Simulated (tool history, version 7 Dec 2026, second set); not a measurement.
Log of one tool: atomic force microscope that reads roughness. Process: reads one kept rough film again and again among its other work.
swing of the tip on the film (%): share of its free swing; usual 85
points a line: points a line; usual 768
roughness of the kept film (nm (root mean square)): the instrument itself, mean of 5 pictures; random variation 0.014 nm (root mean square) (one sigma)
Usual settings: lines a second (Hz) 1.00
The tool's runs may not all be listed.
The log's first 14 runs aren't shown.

run,hour,lines a second (Hz),swing of the tip on the film (%),points a line,roughness of the kept film (nm (root mean square))
15,237.5,1.72,85,768,3.093
16,252.0,1.72,85,768,3.092
17,274.9,1.72,85,768,3.069
18,289.0,1.72,85,768,3.101
19,310.7,3.09,85,768,2.734
20,333.6,0.88,85,768,3.377
21,348.6,0.88,85,768,3.371
22,365.9,1.00,85,768,3.328
23,380.8,1.00,85,768,3.313
# hour 394.4: new tip fitted
24,402.5,1.00,85,768,3.320
25,415.8,1.00,85,768,3.312
26,430.9,0.69,85,768,3.433
27,443.2,1.00,87,768,3.296
28,460.3,1.31,58,910,3.618
29,484.2,1.31,58,910,3.622
30,503.7,1.28,75,910,3.408
31,519.7,0.93,69,746,3.533

Run 32 comes next. What will it give?
32,541.0,1.00,59,417,?

roughness of the kept film (nm (root mean square)): 3.562
Without the tool's hidden state the same run would have given roughness of the kept film (nm (root mean square)) 3.577.
